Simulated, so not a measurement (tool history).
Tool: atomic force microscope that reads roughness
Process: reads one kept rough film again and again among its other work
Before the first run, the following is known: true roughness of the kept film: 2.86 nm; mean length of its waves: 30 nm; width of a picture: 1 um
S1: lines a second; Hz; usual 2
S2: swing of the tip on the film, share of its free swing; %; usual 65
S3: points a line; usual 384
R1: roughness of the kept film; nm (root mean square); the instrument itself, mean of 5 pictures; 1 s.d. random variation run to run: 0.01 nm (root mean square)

run   hour    S1  S2   S3     R1
  1      0     2  65  384    2.3
  2    6.9     2  65  527    2.3
  3   13.5     2  65  527  2.306
  4     22     2  65  384  2.311
  5   30.4     2  65  384  2.297
  6   37.1     2  65  384  2.303
  7   43.9     2  65  384  2.317
  8   52.3     2  65  384   2.29
  9   60.7     2  65  384  2.282
 10   66.5     2  65  527   2.28
 11   74.8     2  65  527  2.301
 12   78.7     2  65  527  2.309
 13   87.8  0.73  82  484  2.303
 14   92.6  1.73  65  338  2.314
 15   99.6  1.73  82  490  2.091
 16  103.3  2.45  65  384  2.257
 17    111  2.45  65  384  2.261
 18  116.6  2.45  65  384  2.259
 19  122.6  2.45  65  384  2.259
 20  128.3   0.6  65  384  2.444
 21  134.4  2.98  85  294  1.762
 22  141.7     2  65  396  2.289
 23  147.7     2  65  396  2.304
 24  156.3     2  65  396  2.301

Branching from run 24: 5 alternative next runs. What would each branch give?
  A  162.6     2  56  384   ?
  B  162.6  2.81  65  396   ?
  C  162.6   2.7  65  540   ?
  D  162.6     2  75  396   ?
  E  162.6  1.65  73  648   ?

run     R1
  A  2.389
  B   2.22
  C  2.225
  D   2.15
  E  2.247
Without the tool's unlogged condition, the same runs would have read:
run     R1
  A  2.393
  B  2.224
  C  2.229
  D  2.154
  E  2.251
